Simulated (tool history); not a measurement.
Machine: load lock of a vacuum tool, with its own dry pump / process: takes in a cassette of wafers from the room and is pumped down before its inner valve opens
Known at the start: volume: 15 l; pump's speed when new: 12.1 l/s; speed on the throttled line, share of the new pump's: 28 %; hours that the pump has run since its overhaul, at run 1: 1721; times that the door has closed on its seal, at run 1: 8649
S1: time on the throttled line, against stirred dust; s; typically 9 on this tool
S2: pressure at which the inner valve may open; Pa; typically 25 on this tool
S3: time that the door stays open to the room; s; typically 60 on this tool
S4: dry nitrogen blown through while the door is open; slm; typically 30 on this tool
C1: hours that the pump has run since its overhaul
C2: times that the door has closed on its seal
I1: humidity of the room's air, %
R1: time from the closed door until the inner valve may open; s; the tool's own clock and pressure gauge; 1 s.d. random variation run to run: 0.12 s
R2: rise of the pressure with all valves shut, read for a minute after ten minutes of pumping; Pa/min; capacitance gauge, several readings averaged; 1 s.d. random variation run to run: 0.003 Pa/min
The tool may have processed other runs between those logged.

{"run": 1, "day": 0.0, "S1": 9, "S2": 25, "S3": 60, "S4": 30, "C1": 1721, "C2": 8649, "I1": 47.8, "R1": 16.7, "R2": 0.042}
{"run": 2, "day": 6.858, "S1": 9, "S2": 25, "S3": 60, "S4": 30, "C1": 1886, "C2": 9014, "I1": 43.5, "R1": 16.7, "R2": 0.034}
{"run": 3, "day": 12.438, "S1": 9, "S2": 25, "S3": 60, "S4": 30, "C1": 2019, "C2": 9310, "I1": 45.5, "R1": 16.8, "R2": 0.031}
{"run": 4, "day": 19.196, "S1": 9, "S2": 25, "S3": 60, "S4": 27, "C1": 2182, "C2": 9669, "I1": 45.3, "R1": 16.7, "R2": 0.039}
{"run": 5, "day": 25.312, "S1": 9, "S2": 25, "S3": 60, "S4": 30, "C1": 2328, "C2": 9994, "I1": 45.1, "R1": 16.8, "R2": 0.031}
{"run": 6, "day": 31.758, "S1": 9, "S2": 25, "S3": 60, "S4": 30, "C1": 2483, "C2": 10336, "I1": 43.6, "R1": 16.6, "R2": 0.03}
{"run": 7, "day": 38.771, "S1": 9, "S2": 25, "S3": 60, "S4": 30, "C1": 2651, "C2": 10709, "I1": 41.3, "R1": 17, "R2": 0.034}
{"run": 8, "day": 45.071, "S1": 9, "S2": 25, "S3": 60, "S4": 30, "C1": 2803, "C2": 11044, "I1": 44.5, "R1": 16.7, "R2": 0.037}
{"run": 9, "day": 48.55, "S1": 9, "S2": 25, "S3": 60, "S4": 30, "C1": 2886, "C2": 11229, "I1": 41.3, "R1": 16.7, "R2": 0.033}

Estimate the outcome of run 10 from the log above:
{"run": 10, "day": 53.812, "S1": 14, "S2": 33, "S3": 198, "S4": 30, "C1": 3012, "C2": 11508, "I1": 43.9, "R1": "?", "R2": "?"}

{"run 10": {"R1": 20.1, "R2": 0.046}}
If the tool had no hidden condition, the same run with the same run-to-run variation would have returned R1 20.1 s, R2 0.046 Pa/min.

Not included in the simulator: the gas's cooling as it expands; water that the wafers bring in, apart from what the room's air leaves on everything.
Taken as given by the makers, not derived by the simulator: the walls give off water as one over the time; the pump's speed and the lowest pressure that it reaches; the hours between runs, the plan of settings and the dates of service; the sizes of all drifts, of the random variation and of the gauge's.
